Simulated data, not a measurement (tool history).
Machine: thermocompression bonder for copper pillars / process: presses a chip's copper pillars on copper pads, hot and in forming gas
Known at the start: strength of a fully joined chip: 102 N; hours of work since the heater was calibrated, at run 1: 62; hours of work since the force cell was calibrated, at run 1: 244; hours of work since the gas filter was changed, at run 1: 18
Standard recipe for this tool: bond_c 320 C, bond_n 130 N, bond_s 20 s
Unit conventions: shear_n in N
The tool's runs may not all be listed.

| run | hour | bond_c | bond_n | bond_s | hours of work since the heater was calibrated | hours of work since the force cell was calibrated | hours of work since the gas filter was changed | shear_n |
|---|---|---|---|---|---|---|---|---|
| 1 | 0.0 | 320 | 130 | 20 | 62 | 244 | 18 | 51.8 |
| 2 | 13.0 | 320 | 130 | 20 | 71 | 252 | 26 | 51.2 |
| 3 | 30.2 | 320 | 130 | 20 | 82 | 263 | 37 | 52.0 |
| 4 | 52.5 | 322 | 130 | 20 | 96 | 278 | 52 | 52.0 |
| 5 | 71.7 | 322 | 98 | 20 | 109 | 290 | 64 | 42.9 |
| 6 | 91.9 | 346 | 130 | 20 | 122 | 303 | 77 | 63.5 |
| 7 | 112.8 | 346 | 130 | 20 | 136 | 317 | 91 | 62.6 |
| 8 | 129.4 | 320 | 130 | 11 | 146 | 328 | 102 | 40.9 |
| 9 | 143.9 | 320 | 130 | 11 | 156 | 337 | 111 | 41.4 |
| 10 | 159.6 | 320 | 130 | 11 | 166 | 347 | 121 | 40.1 |
| 11 | 175.1 | 320 | 130 | 11 | 176 | 357 | 131 | 39.4 |
| 12 | 197.3 | 290 | 130 | 20 | 190 | 372 | 146 | 36.3 |
| 13 | 211.2 | 320 | 130 | 33 | 199 | 381 | 155 | 58.9 |
| 14 | 230.0 | 305 | 130 | 33 | 212 | 393 | 167 | 51.2 |
| 15 | 249.0 | 305 | 130 | 33 | 224 | 405 | 179 | 50.1 |
| 16 | 259.9 | 305 | 130 | 33 | 231 | 412 | 187 | 50.6 |
| 17 | 278.2 | 305 | 130 | 33 | 243 | 424 | 198 | 50.2 |
| 18 | 288.6 | 305 | 130 | 19 | 250 | 431 | 205 | 40.6 |
| 19 | 302.8 | 320 | 130 | 20 | 259 | 440 | 214 | 48.2 |
| 20 | 317.9 | 320 | 130 | 20 | 269 | 450 | 224 | 48.4 |
| 21 | 340.7 | 320 | 115 | 20 | 284 | 465 | 239 | 44.6 |
| 22 | 353.1 | 320 | 115 | 20 | 292 | 473 | 247 | 43.9 |
| 23 | 369.9 | 320 | 115 | 20 | 302 | 484 | 258 | 43.7 |
|  | 371.7 | forming gas filter changed |
| 24 | 392.7 | 320 | 167 | 51 | 317 | 498 | 14 | 75.5 |
| 25 | 409.9 | 319 | 84 | 50 | 328 | 510 | 25 | 51.1 |
| 26 | 431.0 | 319 | 84 | 50 | 342 | 523 | 39 | 50.7 |
|  | 434.6 | heater calibrated with a thermocouple chip |
| 27 | 453.7 | 337 | 102 | 50 | 12 | 537 | 52 | 64.9 |
| 28 | 476.0 | 326 | 130 | 20 | 27 | 551 | 66 | 51.0 |
| 29 | 492.8 | 318 | 149 | 20 | 38 | 562 | 77 | 51.3 |
|  | 503.2 | heater calibrated with a thermocouple chip, once more |
| 30 | 513.9 | 320 | 79 | 20 | 7 | 574 | 90 | 35.4 |
| 31 | 536.9 | 320 | 79 | 20 | 22 | 589 | 105 | 35.4 |
| 32 | 550.6 | 291 | 117 | 12 | 31 | 598 | 114 | 28.2 |
| 33 | 562.8 | 344 | 130 | 17 | 39 | 606 | 122 | 58.6 |
| 34 | 584.9 | 332 | 189 | 42 | 53 | 621 | 136 | 80.7 |
| 35 | 597.8 | 303 | 182 | 20 | 61 | 629 | 144 | 51.8 |
| 36 | 620.3 | 310 | 102 | 44 | 76 | 644 | 159 | 49.9 |
| 37 | 631.1 | 333 | 127 | 48 | 83 | 651 | 166 | 69.7 |
| 38 | 641.3 | 333 | 127 | 48 | 90 | 657 | 172 | 69.4 |
| 39 | 655.1 | 333 | 127 | 48 | 99 | 666 | 181 | 69.6 |
| 40 | 673.5 | 333 | 127 | 48 | 111 | 678 | 193 | 69.5 |

Consider 4 possible next runs. They are alternatives, not a sequence: every one starts from the tool as it was left by run 40. What does each give?
| A | 696.3 | 333 | 130 | 20 | 125 | 693 | 208 | ? |
| B | 696.3 | 333 | 127 | 26 | 125 | 693 | 208 | ? |
| C | 696.3 | 320 | 106 | 38 | 125 | 693 | 208 | ? |
| D | 696.3 | 292 | 127 | 48 | 125 | 693 | 208 | ? |

| run | shear_n |
|---|---|
| A | 54.0 |
| B | 58.5 |
| C | 52.4 |
| D | 49.1 |
Take away the tool's hidden state, keep each run's random variation, and the runs would have read:
| run | shear_n |
|---|---|
| A | 59.1 |
| B | 63.9 |
| C | 57.5 |
| D | 54.2 |

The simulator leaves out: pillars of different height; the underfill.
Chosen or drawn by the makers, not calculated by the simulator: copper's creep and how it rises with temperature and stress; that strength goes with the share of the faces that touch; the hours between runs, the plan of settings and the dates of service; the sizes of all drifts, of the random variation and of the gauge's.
